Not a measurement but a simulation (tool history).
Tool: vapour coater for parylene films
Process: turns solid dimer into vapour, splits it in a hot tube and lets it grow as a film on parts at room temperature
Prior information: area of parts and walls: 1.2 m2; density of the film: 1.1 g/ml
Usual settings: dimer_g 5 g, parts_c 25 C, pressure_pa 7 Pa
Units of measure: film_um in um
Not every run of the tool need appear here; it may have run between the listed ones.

run,day,dimer_g,parts_c,pressure_pa,film_um
1,0,5,25,7,1.592
2,1.096,5,25,7,1.599
3,1.671,5,25,7,1.599
4,2.158,5,25,7,1.588
5,2.829,5,25,7,1.589
6,3.796,5,25,8.35,1.565
7,4.625,5,25,8.35,1.563
8,5.712,5,25,8.35,1.55
9,6.629,5,25,8.35,1.549
10,7.146,5,25,8.35,1.554
# day 7.521: trap's valve overhauled
11,7.967,5,25,8.35,1.646
12,8.883,5,25,8.35,1.65
13,9.525,5,25,8.35,1.643
14,9.992,5,25,7,1.671
15,10.592,4,25,7,1.328
16,11.221,4,25,7,1.334
17,12.15,4,25,7,1.328
18,12.7,4,25,7,1.331
19,13.571,2,25,7,0.661
20,14.308,2,25,7,0.661
21,14.933,2,37,10.69,0.425
22,16.05,3,25,7,0.988
23,17.096,3,25,7,0.986
24,17.717,8,32,7,2.081

What will run 25 give?
25,18.742,2,25,7.3,?

Run 25 yielded film_um 0.654 um.
Were there no unlogged condition in the tool, this run, its random variation unchanged, would have produced film_um 0.672 um.
